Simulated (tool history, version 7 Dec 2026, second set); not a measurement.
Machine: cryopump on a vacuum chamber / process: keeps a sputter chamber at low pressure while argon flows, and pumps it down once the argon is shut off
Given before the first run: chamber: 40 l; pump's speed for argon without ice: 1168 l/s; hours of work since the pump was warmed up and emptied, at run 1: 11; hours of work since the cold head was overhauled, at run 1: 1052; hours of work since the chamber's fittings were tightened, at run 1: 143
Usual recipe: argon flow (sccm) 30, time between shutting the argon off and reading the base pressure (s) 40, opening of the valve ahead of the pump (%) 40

| run | hour | argon flow (sccm) | time between shutting the argon off and reading the base pressure (s) | opening of the valve ahead of the pump (%) | hours of work since the pump was warmed up and emptied | hours of work since the cold head was overhauled | hours of work since the chamber's fittings were tightened | pressure while argon flows (Pa) | pressure after the wait (uPa) |
|---|---|---|---|---|---|---|---|---|---|
| 1 | 0.0 | 30 | 40 | 40 | 11 | 1052 | 143 | 0.1100 | 1.92 |
| 2 | 23.6 | 30 | 40 | 40 | 30 | 1071 | 162 | 0.1095 | 1.90 |
| 3 | 44.8 | 30 | 40 | 40 | 48 | 1089 | 180 | 0.1107 | 1.93 |
| 4 | 74.8 | 30 | 40 | 40 | 73 | 1114 | 205 | 0.1130 | 1.93 |
| 5 | 102.1 | 30 | 40 | 40 | 96 | 1137 | 228 | 0.1132 | 1.96 |
| 6 | 133.5 | 30 | 264 | 40 | 123 | 1163 | 255 | 0.1145 | 0.63 |
| 7 | 152.6 | 30 | 264 | 40 | 139 | 1180 | 271 | 0.1165 | 0.62 |
| 8 | 181.9 | 19 | 27 | 40 | 163 | 1204 | 295 | 0.0736 | 2.76 |
| 9 | 200.1 | 19 | 27 | 40 | 178 | 1219 | 310 | 0.0746 | 2.76 |
| 10 | 226.9 | 19 | 27 | 40 | 201 | 1242 | 333 | 0.0766 | 2.72 |
| 11 | 248.2 | 19 | 27 | 40 | 219 | 1260 | 351 | 0.0766 | 2.84 |

3 options for the next run, each taken on its own from the tool as it stands now. Forecast them:
| A | 266.0 | 34 | 28 | 40 | 234 | 1275 | 366 | ? | ? |
| B | 266.0 | 30 | 138 | 40 | 234 | 1275 | 366 | ? | ? |
| C | 266.0 | 19 | 27 | 21 | 234 | 1275 | 366 | ? | ? |

| run | pressure while argon flows (Pa) | pressure after the wait (uPa) |
|---|---|---|
| A | 0.1391 | 2.74 |
| B | 0.1215 | 0.93 |
| C | 0.1410 | 2.78 |
Had the tool no hidden state, the same runs would have come out as:
| run | pressure while argon flows (Pa) | pressure after the wait (uPa) |
|---|---|---|
| A | 0.1239 | 2.54 |
| B | 0.1082 | 0.73 |
| C | 0.1325 | 2.58 |
